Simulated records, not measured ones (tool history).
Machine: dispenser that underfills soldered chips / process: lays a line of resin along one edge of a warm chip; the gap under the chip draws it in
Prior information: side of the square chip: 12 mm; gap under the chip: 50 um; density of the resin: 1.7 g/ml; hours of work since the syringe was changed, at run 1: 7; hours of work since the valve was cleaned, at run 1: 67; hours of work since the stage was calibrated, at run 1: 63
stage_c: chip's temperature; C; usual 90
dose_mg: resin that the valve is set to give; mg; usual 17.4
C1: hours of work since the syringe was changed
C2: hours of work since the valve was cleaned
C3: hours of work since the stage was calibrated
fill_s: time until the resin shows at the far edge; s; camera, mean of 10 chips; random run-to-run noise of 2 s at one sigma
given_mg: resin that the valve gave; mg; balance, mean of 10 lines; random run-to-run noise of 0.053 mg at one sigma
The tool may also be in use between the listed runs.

Run 1, hour 0.0: usual settings; C1 7; C2 67; C3 63. Result: fill_s 269.5 s, given_mg 16.87 mg.
At hour 4.4: new syringe of resin.
Run 2, hour 6.7: usual settings but stage_c 89 C; C1 2; C2 71; C3 67. Result: fill_s 217.4 s, given_mg 16.93 mg.
Run 3, hour 10.9: usual settings but stage_c 89 C; C1 5; C2 75; C3 71. Result: fill_s 254.9 s, given_mg 16.76 mg.
Run 4, hour 14.7: usual settings but stage_c 89 C; C1 8; C2 77; C3 73. Result: fill_s 281.6 s, given_mg 16.84 mg.
At hour 18.3: new syringe of resin.
Run 5, hour 20.9: usual settings; C1 2; C2 82; C3 78. Result: fill_s 214.2 s, given_mg 16.75 mg.
Run 6, hour 24.0: usual settings; C1 4; C2 84; C3 80. Result: fill_s 234.2 s, given_mg 16.74 mg.
Run 7, hour 30.2: usual settings; C1 9; C2 89; C3 85. Result: fill_s 285.3 s, given_mg 16.70 mg.
At hour 31.9: new syringe of resin.
Run 8, hour 35.5: usual settings; C1 3; C2 92; C3 88. Result: fill_s 218.5 s, given_mg 16.73 mg.
Run 9, hour 40.8: usual settings; C1 7; C2 96; C3 92. Result: fill_s 267.5 s, given_mg 16.62 mg.
Run 10, hour 43.9: usual settings; C1 9; C2 98; C3 94. Result: fill_s 294.9 s, given_mg 16.61 mg.
At hour 45.5: new syringe of resin.
Run 11, hour 49.8: usual settings but dose_mg 18.4 mg; C1 3; C2 103; C3 99. Result: fill_s 219.4 s, given_mg 17.57 mg.
Run 12, hour 54.3: usual settings but dose_mg 18.4 mg; C1 7; C2 106; C3 102. Result: fill_s 256.6 s, given_mg 17.49 mg.
Run 13, hour 57.2: usual settings; C1 9; C2 108; C3 104. Result: fill_s 280.2 s, given_mg 16.57 mg.
At hour 59.0: new syringe of resin.
Run 14, hour 60.8: usual settings but stage_c 77 C; C1 1; C2 111; C3 106. Result: fill_s 291.8 s, given_mg 16.57 mg.
At hour 64.6: dispensing valve cleaned and set on the balance.
Run 15, hour 67.8: usual settings but stage_c 77 C, dose_mg 20.5 mg; C1 6; C2 2; C3 111. Result: fill_s 345.3 s, given_mg 20.46 mg.
Run 16, hour 70.8: usual settings but stage_c 89 C, dose_mg 15.3 mg; C1 8; C2 5; C3 113. Result: fill_s 293.5 s, given_mg 15.30 mg.
At hour 73.9: new syringe of resin.
Run 17, hour 75.7: usual settings but stage_c 95 C, dose_mg 22.4 mg; C1 1; C2 8; C3 117. Result: fill_s 173.5 s, given_mg 22.28 mg.
Run 18, hour 79.0: usual settings but stage_c 81 C, dose_mg 15.5 mg; C1 4; C2 10; C3 119. Result: fill_s 303.1 s, given_mg 15.37 mg.
Run 19, hour 84.9: usual settings but stage_c 101 C, dose_mg 16.9 mg; C1 8; C2 15; C3 123. Result: fill_s 213.1 s, given_mg 16.84 mg.
At hour 87.5: new syringe of resin.
Run 20, hour 90.3: usual settings but stage_c 101 C, dose_mg 16.9 mg; C1 2; C2 19; C3 127. Result: fill_s 158.3 s, given_mg 16.77 mg.
Run 21, hour 93.5: usual settings but dose_mg 17.5 mg; C1 4; C2 21; C3 130. Result: fill_s 235.6 s, given_mg 17.39 mg.
Run 22, hour 96.6: usual settings but dose_mg 17.5 mg; C1 7; C2 23; C3 132. Result: fill_s 264.3 s, given_mg 17.34 mg.
At hour 101.1: new syringe of resin.
Run 23, hour 102.2: usual settings but stage_c 77 C, dose_mg 20.7 mg; C1 1; C2 27; C3 136. Result: fill_s 270.8 s, given_mg 20.46 mg.
Run 24, hour 108.6: usual settings but stage_c 82 C, dose_mg 19.1 mg; C1 6; C2 32; C3 140. Result: fill_s 299.5 s, given_mg 18.90 mg.

Forecast run 25:
At hour 115.0: new syringe of resin.
Run 25, hour 115.3: usual settings but stage_c 99 C, dose_mg 19.9 mg; C1 0; C2 37; C3 145. Result: fill_s ?, given_mg ?.

fill_s: 147.0 s
given_mg: 19.60 mg
If the tool had no hidden condition, the same run with the same run-to-run variation would have returned fill_s 150.5 s, given_mg 19.92 mg.
